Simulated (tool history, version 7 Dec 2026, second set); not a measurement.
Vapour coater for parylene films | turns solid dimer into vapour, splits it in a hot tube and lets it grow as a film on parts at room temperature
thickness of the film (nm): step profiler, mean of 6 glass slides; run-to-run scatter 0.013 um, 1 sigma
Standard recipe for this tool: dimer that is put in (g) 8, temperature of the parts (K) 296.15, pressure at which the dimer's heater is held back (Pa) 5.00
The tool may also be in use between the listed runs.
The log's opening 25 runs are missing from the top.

run   hour  dimer that is put in (g)  temperature of the parts (K)  pressure at which the dimer's heater is held back (Pa)  hours of work since the trap's valve was overhauled  hours of work since the table's thermometer was calibrated  thickness of the film (nm)
 26  346.6                        10                        295.15                                                    7.50                                                   34                                                         583                        2510
 27  356.7                        10                        295.15                                                    7.50                                                   43                                                         592                        2520
 28  369.0                         6                        291.15                                                    5.43                                                   54                                                         603                        1910
 29  384.9                         6                        291.15                                                    5.43                                                   68                                                         617                        1920
 30  401.1                         6                        291.15                                                    5.43                                                   83                                                         632                        1900
 31  417.8                         4                        289.15                                                    8.79                                                   98                                                         647                        1320
 32  428.4                         4                        289.15                                                    8.79                                                  107                                                         656                        1280
 33  437.8                         4                        291.15                                                    4.88                                                  115                                                         665                        1290
 34  446.4                         8                        296.15                                                    5.00                                                  123                                                         672                        2010
 35  458.6                         8                        296.15                                                    5.00                                                  134                                                         683                        2010
 36  469.0                         8                        291.15                                                    5.18                                                  143                                                         692                        2550

Predict the results of run 37:
 37  487.1                        10                        289.15                                                   11.40                                                  159                                                         709                           ?

Run 37 produced thickness of the film (nm) 3110.
Were there no unlogged condition in the tool, this run, its random variation unchanged, would have produced thickness of the film (nm) 3140.

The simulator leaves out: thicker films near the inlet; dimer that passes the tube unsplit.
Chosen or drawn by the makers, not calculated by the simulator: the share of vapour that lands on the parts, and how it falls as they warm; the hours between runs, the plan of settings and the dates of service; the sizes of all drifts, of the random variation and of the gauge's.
